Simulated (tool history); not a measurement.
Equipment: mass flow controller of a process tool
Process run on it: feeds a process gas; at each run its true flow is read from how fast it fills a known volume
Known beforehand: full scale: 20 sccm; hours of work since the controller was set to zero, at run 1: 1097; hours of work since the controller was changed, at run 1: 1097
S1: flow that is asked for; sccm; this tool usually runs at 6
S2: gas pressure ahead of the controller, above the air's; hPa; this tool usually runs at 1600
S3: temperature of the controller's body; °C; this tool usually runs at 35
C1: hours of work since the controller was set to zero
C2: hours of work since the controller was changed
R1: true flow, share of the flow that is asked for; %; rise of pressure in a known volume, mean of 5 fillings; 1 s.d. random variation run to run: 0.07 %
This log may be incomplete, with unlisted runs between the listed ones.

run     day  S1    S2  S3    C1    C2     R1
  1   0.000   6  1600  35  1097  1097  98.23
  2  11.258   6  1600  35  1228  1228  98.00
  3  23.425   6  1600  35  1369  1369  98.15
  4  30.050   6  1600  35  1445  1445  97.94
  5  42.279   6  1600  35  1587  1587  97.96
  6  50.225  12  2110  29  1679  1679  98.80
  7  62.550  12  1780  28  1822  1822  98.95
  8  74.733   3  1780  26  1963  1963  97.75
  9  83.100  17  1600  27  2060  2060  99.53
 10  92.725   6  2740  24  2172  2172  98.23

4 ways to go on from here, each from the tool as it stands after run 10. What would each give?
  A  102.746  15  1600  35  2288  2288   ?
  B  102.746  11  2350  24  2288  2288   ?
  C  102.746   6  1550  35  2288  2288   ?
  D  102.746  13  1940  24  2288  2288   ?

run     R1
  A  98.30
  B  98.93
  C  97.69
  D  99.25
With the hidden condition removed and each run's random variation left untouched, the same runs would have given:
run     R1
  A  98.80
  B  99.54
  C  98.66
  D  99.80

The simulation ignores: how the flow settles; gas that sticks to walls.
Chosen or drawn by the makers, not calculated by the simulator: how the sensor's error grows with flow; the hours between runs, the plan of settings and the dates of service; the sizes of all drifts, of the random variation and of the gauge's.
